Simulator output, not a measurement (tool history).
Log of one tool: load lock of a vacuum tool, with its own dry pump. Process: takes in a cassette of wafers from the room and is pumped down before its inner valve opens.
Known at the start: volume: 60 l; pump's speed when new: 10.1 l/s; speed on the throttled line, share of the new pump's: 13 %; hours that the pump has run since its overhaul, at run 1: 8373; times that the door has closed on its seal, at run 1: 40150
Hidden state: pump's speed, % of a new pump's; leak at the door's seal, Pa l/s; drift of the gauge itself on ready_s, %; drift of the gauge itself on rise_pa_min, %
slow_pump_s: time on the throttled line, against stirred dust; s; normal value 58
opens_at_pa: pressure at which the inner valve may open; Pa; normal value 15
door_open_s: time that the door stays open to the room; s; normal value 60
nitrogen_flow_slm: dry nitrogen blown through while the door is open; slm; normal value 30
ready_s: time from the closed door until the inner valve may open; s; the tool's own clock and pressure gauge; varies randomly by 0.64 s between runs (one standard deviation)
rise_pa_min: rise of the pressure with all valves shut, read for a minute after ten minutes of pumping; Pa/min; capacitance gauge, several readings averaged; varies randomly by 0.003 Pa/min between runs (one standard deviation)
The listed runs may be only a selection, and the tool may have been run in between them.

run,hour,slow_pump_s,opens_at_pa,door_open_s,nitrogen_flow_slm,hours that the pump has run since its overhaul,times that the door has closed on its seal,"incoming humidity of the room's air, %",ready_s,rise_pa_min
1,0.0,58,15,60,30,8373,40150,44.1,108.3,0.143
2,273.5,58,15,60,30,8646,41040,47.7,109.3,0.150
3,788.7,58,15,60,30,9162,42718,42.3,111.1,0.153
4,1090.1,58,15,60,30,9463,43699,46.2,109.5,0.157
5,1381.9,58,15,60,30,9755,44649,45.5,110.1,0.160
6,1681.4,58,15,60,30,10054,45624,45.2,110.4,0.164
7,2284.4,58,15,60,30,10657,47587,44.8,111.8,0.171
8,2628.2,58,21,107,24,11001,48706,44.0,110.9,0.193
9,3040.2,58,21,79,39,11413,50047,42.9,108.6,0.185
10,3517.7,79,17,98,14,11891,51601,41.7,129.3,0.212
11,3936.4,107,17,98,14,12309,52964,45.1,153.9,0.229
# hour 4028.8: dry pump taken out, an overhauled one fitted
12,4541.8,106,15,60,19,513,54916,46.3,145.3,0.216
13,4996.6,58,12,60,10,968,56396,46.0,105.7,0.230

Branching from run 13: 3 alternative next runs. What would each branch give?
A,5351.9,32,12,60,10,1323,57553,46.7,?,?
B,5351.9,77,22,60,30,1323,57553,47.5,?,?
C,5351.9,58,14,59,10,1323,57553,48.2,?,?

run,ready_s,rise_pa_min
A,82.1,0.237
B,117.4,0.216
C,104.9,0.237
With no hidden state in the tool, these same runs would have given:
run,ready_s,rise_pa_min
A,81.5,0.053
B,116.9,0.033
C,104.2,0.053

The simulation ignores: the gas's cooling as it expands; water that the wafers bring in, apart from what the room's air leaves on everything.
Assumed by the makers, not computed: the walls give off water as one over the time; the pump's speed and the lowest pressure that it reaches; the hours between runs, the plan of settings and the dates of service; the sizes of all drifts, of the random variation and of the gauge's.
